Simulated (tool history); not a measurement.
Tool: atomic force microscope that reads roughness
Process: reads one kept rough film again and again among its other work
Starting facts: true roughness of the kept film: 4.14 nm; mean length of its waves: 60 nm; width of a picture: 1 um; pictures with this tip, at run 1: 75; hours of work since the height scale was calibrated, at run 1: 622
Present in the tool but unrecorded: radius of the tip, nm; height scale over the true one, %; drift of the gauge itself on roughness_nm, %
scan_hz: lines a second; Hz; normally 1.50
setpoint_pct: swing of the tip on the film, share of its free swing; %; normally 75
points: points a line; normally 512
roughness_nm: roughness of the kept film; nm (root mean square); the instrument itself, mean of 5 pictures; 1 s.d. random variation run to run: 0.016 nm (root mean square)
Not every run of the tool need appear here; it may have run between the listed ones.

run   hour  scan_hz  setpoint_pct  points  pictures with this tip  hours of work since the height scale was calibrated  roughness_nm
  1    0.0     1.50            75     512                      75                                                  622         3.380
       3.0  -- new tip fitted
      42.2  -- new tip fitted
  2   48.6     1.50            75     512                      13                                                  657         3.693
      81.5  -- new tip fitted
  3   99.2     1.77            75     512                      37                                                  693         3.502
     122.6  -- new tip fitted
  4  127.5     1.50            75     333                      10                                                  714         3.684
  5  148.1     1.50            75     333                      53                                                  729         3.429
     162.5  -- new tip fitted
  6  180.9     1.50            75     333                      39                                                  752         3.549
     200.5  -- new tip fitted
  7  214.3     0.54            72     512                      28                                                  776         3.719
     239.0  -- new tip fitted
  8  264.8     0.85            86     512                      54                                                  812         3.441
     277.9  -- new tip fitted
  9  309.5     0.74            64     512                      66                                                  844         3.530
     316.7  -- new tip fitted
 10  349.7     0.74            57     512                      68                                                  873         3.506
     354.7  -- new tip fitted
     392.0  -- new tip fitted
 11  392.0     0.74            57     512                       0                                                  903         3.988

Alternative continuations, all from the tool just after run 11; predict every row:
     430.7  -- new tip fitted
  A  433.9     2.96            66     485                       6                                                  933             ?
     430.7  -- new tip fitted
  B  433.9     1.50            62     456                       6                                                  933             ?
     430.7  -- new tip fitted
  C  433.9     1.96            75     427                       6                                                  933             ?
     430.7  -- new tip fitted
  D  433.9     1.01            57     722                       6                                                  933             ?

run  roughness_nm
  A         3.693
  B         3.861
  C         3.693
  D         3.906
With no hidden state in the tool, these same runs would have given:
run  roughness_nm
  A         3.701
  B         3.869
  C         3.700
  D         3.914
